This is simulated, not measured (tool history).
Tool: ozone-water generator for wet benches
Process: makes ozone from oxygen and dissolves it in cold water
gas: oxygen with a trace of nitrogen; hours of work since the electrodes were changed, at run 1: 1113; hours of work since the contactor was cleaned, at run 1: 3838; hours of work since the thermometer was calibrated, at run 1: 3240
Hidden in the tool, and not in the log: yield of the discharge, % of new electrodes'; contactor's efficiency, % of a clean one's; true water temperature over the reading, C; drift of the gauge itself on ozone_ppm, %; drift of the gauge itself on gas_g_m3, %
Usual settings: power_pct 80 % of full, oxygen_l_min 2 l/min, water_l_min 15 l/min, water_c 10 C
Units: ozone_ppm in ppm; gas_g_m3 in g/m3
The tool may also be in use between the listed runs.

run     day  power_pct  oxygen_l_min  water_l_min  water_c  hours of work since the electrodes were changed  hours of work since the contactor was cleaned  hours of work since the thermometer was calibrated  ozone_ppm  gas_g_m3
  1       0         80             2           15       10                                             1113                                           3838                                                3240       26.3     306.9
  2   1.317         80             2           15       10                                             1143                                           3867                                                3269       26.9     307.3
  3   2.717         80             2           15        6                                             1174                                           3899                                                3301       27.2       309
  4   3.842         80             2           15        6                                             1200                                           3924                                                3326       27.6     306.1
  5   4.658         80             2           15        6                                             1218                                           3943                                                3345       27.2     307.5
  6   5.512         80          2.48           15       10                                             1237                                           3962                                                3364       26.8       265
      7.092  -- contactor cleaned
  7   7.121         80          2.48           15       10                                             1270                                              1                                                3396       26.8     264.8
  8   8.458         80          2.48           15       10                                             1300                                             31                                                3427       27.2     265.2
  9     9.6         80             2           15       10                                             1326                                             57                                                3452       26.5     303.5
 10    10.6         57             2           15       10                                             1348                                             79                                                3475       19.7     220.6
 11  12.417         57             2           15       10                                             1389                                            120                                                3516       19.5     222.9
 12  13.229         80          2.54           15       10                                             1407                                            138                                                3534         27     259.6
 13  14.333         80          1.89           15       10                                             1432                                            163                                                3559       26.5     315.5
 14  15.883         41             2           15       14                                             1467                                            198                                                3594       13.8       164
 15  17.512         60          3.33           14       10                                             1504                                            235                                                3631         22     165.2
 16  18.492         65             2           18       18                                             1526                                            257                                                3653       16.9     252.4
 17  19.271         49          3.41           20        8                                             1544                                            275                                                3670       13.6       135
 18  20.012         78          3.41           14        8                                             1560                                            291                                                3687       28.7     206.7
     21.267  -- gauge calibrated
 19  21.583         67          1.69           18       10                                             1596                                            327                                                3723       18.3     292.5
 20  22.646         41             2           22        6                                             1620                                            351                                                3746        9.7     167.5
 21  24.417         44          1.13           15       10                                             1660                                            391                                                3786         14     254.8
 22  25.333         44          1.27           18        9                                             1680                                            411                                                3807       11.6     239.8
 23  26.171         49          1.27           18        9                                             1699                                            430                                                3826       12.9     264.4

Forecast each of these 4 alternatives for the next run:
  A  27.871         49          1.27            9       13                                             1738                                            469                                                3864          ?         ?
  B  27.871         57             2            9        8                                             1738                                            469                                                3864          ?         ?
  C  27.871         91          1.79           15        7                                             1738                                            469                                                3864          ?         ?
  D  27.871         80             2           14       11                                             1738                                            469                                                3864          ?         ?

run  ozone_ppm  gas_g_m3
  A       25.7     262.5
  B       31.6       227
  C       30.3     370.5
  D       28.1     303.7
Without the tool's hidden state the same runs would have given:
run  ozone_ppm  gas_g_m3
  A       25.7       265
  B       31.6     229.1
  C       30.4     374.1
  D       28.1     306.6
